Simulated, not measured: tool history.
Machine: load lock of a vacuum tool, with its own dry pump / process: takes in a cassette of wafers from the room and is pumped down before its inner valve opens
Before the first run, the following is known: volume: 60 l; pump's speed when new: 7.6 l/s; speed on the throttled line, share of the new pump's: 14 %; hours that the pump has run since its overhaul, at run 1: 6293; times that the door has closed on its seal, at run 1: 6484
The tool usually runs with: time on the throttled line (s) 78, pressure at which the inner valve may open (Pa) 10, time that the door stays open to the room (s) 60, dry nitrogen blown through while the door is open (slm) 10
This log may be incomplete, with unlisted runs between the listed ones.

run     hour  time on the throttled line (s)  pressure at which the inner valve may open (Pa)  time that the door stays open to the room (s)  dry nitrogen blown through while the door is open (slm)  hours that the pump has run since its overhaul  times that the door has closed on its seal  incoming humidity of the room's air, %  time from the closed door until the inner valve may open (s)  rise of the pressure with all valves shut (Pa/min)
  1        0                              78                                               10                                             60                                                       10                                            6293                                        6484                                    44.7                                                         152.9                                               0.072
  2    366.9                              78                                               10                                             60                                                       10                                            6660                                        7243                                    42.9                                                         153.3                                               0.071
  3    650.8                              50                                               10                                             60                                                       10                                            6943                                        7829                                    45.4                                                         129.3                                               0.074
  4   1199.5                              78                                               10                                             60                                                       31                                            7492                                        8964                                    45.5                                                         155.4                                               0.067
  5   1738.1                              78                                               10                                             60                                                       31                                            8031                                       10077                                    39.9                                                         154.3                                               0.069
  6   2092.6                              78                                               10                                             60                                                       31                                            8385                                       10810                                    45.9                                                         154.7                                               0.073
  7   2702.2                              78                                               10                                             60                                                       31                                            8995                                       12070                                    47.9                                                         157.5                                               0.079
  8   2963.6                              78                                               10                                             50                                                       10                                            9256                                       12610                                    40.8                                                         157.3                                               0.089
  9   3524.9                              78                                               10                                             50                                                       10                                            9818                                       13771                                    45.9                                                         158.6                                               0.097
      3648.1  -- dry pump taken out, an overhauled one fitted
 10   3865.4                              78                                               10                                             60                                                       10                                             217                                       14462                                    44.5                                                         140.3                                                0.11
 11   4363.6                              78                                               10                                             60                                                       10                                             716                                       15492                                    47.4                                                         142.7                                               0.112
 12   4820.4                              78                                               10                                             60                                                       10                                            1172                                       16436                                    45.3                                                         142.6                                               0.121
 13   5101.4                              78                                               10                                             60                                                       10                                            1453                                       17017                                    42.1                                                         142.9                                               0.118
 14   5346.6                              78                                               10                                             60                                                       10                                            1699                                       17524                                    41.4                                                         143.6                                               0.119
 15   5878.5                              78                                               10                                             60                                                       10                                            2230                                       18623                                    43.8                                                         143.5                                               0.123
 16   6389.3                              78                                               15                                             60                                                       10                                            2741                                       19679                                    46.1                                                         142.5                                               0.137
 17   6720.3                              78                                               10                                             60                                                       10                                            3072                                       20363                                    46.2                                                         145.3                                               0.138
 18   7048.8                              78                                               10                                             60                                                       10                                            3401                                       21043                                    46.4                                                         146.3                                               0.144
 19   7547.7                              78                                               17                                             60                                                       10                                            3900                                       22074                                    43.8                                                         142.8                                               0.144
 20   7852.5                             145                                               17                                             60                                                       19                                            4204                                       22704                                    45.9                                                         199.6                                               0.145
 21   8386.6                             130                                               14                                            211                                                       24                                            4739                                       23808                                    44.1                                                         188.5                                               0.172
 22   8888.6                              82                                               10                                             60                                                        5                                            5241                                       24846                                    45.7                                                         153.8                                               0.178
 23   9248.4                              82                                               10                                             60                                                        5                                            5600                                       25589                                    49.6                                                         152.7                                               0.187
 24   9767.7                              77                                               10                                             60                                                       14                                            6120                                       26663                                    45.6                                                         151.2                                               0.187
 25    10322                              82                                               10                                             60                                                       14                                            6674                                       27809                                      47                                                         156.6                                               0.191
 26  10734.1                              78                                               10                                             60                                                       25                                            7086                                       28660                                    47.3                                                         153.8                                                0.19
 27  11343.2                             122                                               10                                             60                                                        9                                            7695                                       29920                                    44.2                                                         191.4                                               0.212
 28  11813.6                             122                                               10                                             67                                                       27                                            8166                                       30892                                    43.1                                                         193.8                                               0.201
 29  12268.2                              78                                                9                                             31                                                       10                                            8620                                       31832                                    43.7                                                         157.3                                               0.215
 30  12740.5                              45                                               10                                             73                                                       15                                            9092                                       32808                                    49.3                                                         130.3                                                0.24
 31  13043.8                              45                                               10                                             73                                                       15                                            9396                                       33435                                    42.2                                                         132.7                                               0.238
     13583.1  -- dry pump taken out, an overhauled one fitted
 32  13621.7                              78                                               19                                            105                                                       10                                              39                                       34617                                    43.3                                                         136.2                                               0.271
 33  13935.3                             112                                                9                                            150                                                       12                                             352                                       35265                                    43.8                                                         172.8                                               0.277
 34  14384.4                             112                                                9                                             64                                                       12                                             801                                       36194                                    42.3                                                         173.4                                                0.26
 35  14647.2                              78                                               10                                             60                                                        5                                            1064                                       36737                                    45.6                                                         142.1                                               0.276
 36  15029.9                              70                                                8                                            202                                                       12                                            1447                                       37528                                    47.5                                                         136.6                                               0.312

Each row is a separate what-if for the run after 36, all from the same tool condition, not one after another. Results?
  A  15297.7                              78                                               18                                             60                                                        7                                            1715                                       38082                                    45.8                                                             ?                                                   ?
  B  15297.7                              44                                               13                                             51                                                       10                                            1715                                       38082                                    48.2                                                             ?                                                   ?
  C  15297.7                              70                                                8                                             78                                                       12                                            1715                                       38082                                    48.2                                                             ?                                                   ?
  D  15297.7                              70                                                8                                            202                                                       11                                            1715                                       38082                                    46.4                                                             ?                                                   ?
  E  15297.7                              70                                                8                                             85                                                       12                                            1715                                       38082                                    44.2                                                             ?                                                   ?

run  time from the closed door until the inner valve may open (s)  rise of the pressure with all valves shut (Pa/min)
  A                                                         137.9                                               0.285
  B                                                         112.1                                               0.278
  C                                                         138.2                                               0.295
  D                                                         138.4                                               0.314
  E                                                         137.8                                               0.286
Stripped of hidden state, with their random variation kept, the same runs would have yielded:
run  time from the closed door until the inner valve may open (s)  rise of the pressure with all valves shut (Pa/min)
  A                                                         134.8                                               0.047
  B                                                         108.8                                               0.041
  C                                                         134.9                                               0.054
  D                                                         135.1                                                0.08
  E                                                         134.5                                               0.046
